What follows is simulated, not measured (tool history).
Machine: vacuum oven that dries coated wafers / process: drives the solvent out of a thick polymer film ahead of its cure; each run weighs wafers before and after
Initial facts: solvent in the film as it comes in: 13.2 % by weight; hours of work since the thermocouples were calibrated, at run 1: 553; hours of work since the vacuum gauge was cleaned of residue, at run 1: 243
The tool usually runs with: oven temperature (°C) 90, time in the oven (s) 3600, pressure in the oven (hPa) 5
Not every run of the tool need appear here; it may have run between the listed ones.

| run | hour | oven temperature (°C) | time in the oven (s) | pressure in the oven (hPa) | hours of work since the thermocouples were calibrated | hours of work since the vacuum gauge was cleaned of residue | solvent left in the film (%) |
|---|---|---|---|---|---|---|---|
| 1 | 0 | 90 | 3600 | 5 | 553 | 243 | 1.114 |
| 2 | 38.4 | 90 | 3600 | 5 | 582 | 271 | 1.102 |
| 3 | 62.6 | 90 | 3600 | 5 | 600 | 289 | 1.113 |
| 4 | 90.3 | 90 | 1980 | 5 | 620 | 310 | 2.985 |
| 5 | 111.2 | 90 | 1980 | 5 | 636 | 326 | 2.979 |
| 6 | 149.4 | 90 | 1980 | 5 | 664 | 354 | 2.977 |
| 7 | 189.2 | 90 | 3660 | 5 | 694 | 384 | 1.069 |
| 8 | 214.6 | 90 | 3660 | 5 | 713 | 403 | 1.068 |
| 9 | 251.7 | 90 | 4500 | 5 | 741 | 430 | 0.676 |
| 10 | 295.6 | 90 | 4980 | 5 | 773 | 463 | 0.535 |
| 11 | 315.7 | 90 | 4980 | 5 | 788 | 478 | 0.541 |
| 12 | 353.4 | 90 | 4980 | 5 | 816 | 506 | 0.537 |
| 13 | 397.3 | 84 | 3600 | 5 | 849 | 539 | 1.802 |
|  | 402.3 | vacuum gauge cleaned of residue and calibrated |
| 14 | 433.5 | 90 | 2640 | 7.03 | 875 | 23 | 2.018 |
| 15 | 462.5 | 103 | 4560 | 5.1 | 897 | 45 | 0.188 |
|  | 492.3 | vacuum gauge cleaned of residue and calibrated, once more |
| 16 | 512.4 | 90 | 4500 | 3.1 | 933 | 15 | 0.582 |
| 17 | 553 | 90 | 4500 | 3.1 | 963 | 45 | 0.579 |
| 18 | 586.8 | 85 | 1800 | 5.97 | 988 | 71 | 4.093 |
|  | 613.1 | oven's thermocouples calibrated |
| 19 | 635.4 | 100 | 4020 | 5 | 17 | 105 | 0.32 |
| 20 | 670.5 | 94 | 4860 | 12.48 | 43 | 131 | 0.532 |

Estimate the outcome of run 21 from the log above:
| 21 | 717.6 | 94 | 4860 | 12.48 | 78 | 167 | ? |

solvent left in the film (%): 0.538
With no hidden state in the tool, this same run would have given solvent left in the film (%) 0.524.
